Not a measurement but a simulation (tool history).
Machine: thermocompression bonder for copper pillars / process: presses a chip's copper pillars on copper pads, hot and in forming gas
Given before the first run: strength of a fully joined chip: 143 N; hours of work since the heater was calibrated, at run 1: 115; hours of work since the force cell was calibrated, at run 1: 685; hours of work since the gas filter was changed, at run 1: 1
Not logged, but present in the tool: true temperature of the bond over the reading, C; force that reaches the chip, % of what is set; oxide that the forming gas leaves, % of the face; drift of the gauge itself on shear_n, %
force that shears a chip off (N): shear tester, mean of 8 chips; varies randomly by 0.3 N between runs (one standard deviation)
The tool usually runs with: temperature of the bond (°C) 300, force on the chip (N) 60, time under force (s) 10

run    day  temperature of the bond (°C)  force on the chip (N)  time under force (s)  hours of work since the heater was calibrated  hours of work since the force cell was calibrated  hours of work since the gas filter was changed  force that shears a chip off (N)
  1      0                           300                     60                    10                                            115                                                685                                               1                              87.5
  2  0.733                           300                     60                    10                                            126                                                697                                              13                              87.8
  3  1.117                           300                     60                    10                                            133                                                703                                              19                              88.5
  4  1.567                           300                     60                    10                                            140                                                710                                              26                              88.1
  5  2.129                           300                     60                    10                                            149                                                719                                              35                              87.7
  6  2.762                           300                     60                    10                                            159                                                730                                              45                              88.1
  7  3.288                           300                     60                    10                                            168                                                738                                              54                              87.6
  8  3.929                           300                     60                    10                                            178                                                748                                              64                              88.1
  9  4.421                           292                     60                    10                                            186                                                756                                              72                              84.1
 10  4.771                           292                     60                    24                                            192                                                762                                              78                             106.9
 11    5.2                           292                     60                    24                                            198                                                769                                              85                             106.6
 12  5.554                           300                     45                     8                                            204                                                774                                              90                              61.9
 13  5.954                           302                     45                    18                                            211                                                781                                              97                              83.3
 14  6.425                           302                     45                    18                                            218                                                789                                             104                              82.8
 15  7.162                           302                     45                    18                                            230                                                800                                             116                              83.4
 16  7.533                           302                     45                    18                                            236                                                806                                             122                              83.1
 17  8.008                           302                     45                    18                                            244                                                814                                             130                              82.9
 18  8.375                           294                     60                    10                                            250                                                820                                             136                              85.2
 19  8.971                           279                     60                    12                                            259                                                830                                             145                              81.1
 20  9.546                           297                     62                    19                                            268                                                839                                             155                             105.8
 21  9.967                           297                     68                     6                                            275                                                846                                             161                                83

Selected run-to-run steps in force that shears a chip off (N), each split into two signed amounts: the part the tool would show with no hidden state at all (from settings, incoming material and random variation), and the remainder, which goes to the hidden state together with any gauge scatter not common to the measured and the hidden-state-free results:
Run 9 -> 10: time under force (s) 10 -> 24. force that shears a chip off (N) +22.8: hidden state +0.2, all else +22.6.
Run 11 -> 12: temperature of the bond (°C) 292 -> 300, force on the chip (N) 60 -> 45, time under force (s) 24 -> 8. force that shears a chip off (N) -44.7: hidden state -0.2, all else -44.5.
Run 19 -> 20: temperature of the bond (°C) 279 -> 297, force on the chip (N) 60 -> 62, time under force (s) 12 -> 19. force that shears a chip off (N) +24.7: hidden state +0.3, all else +24.4.
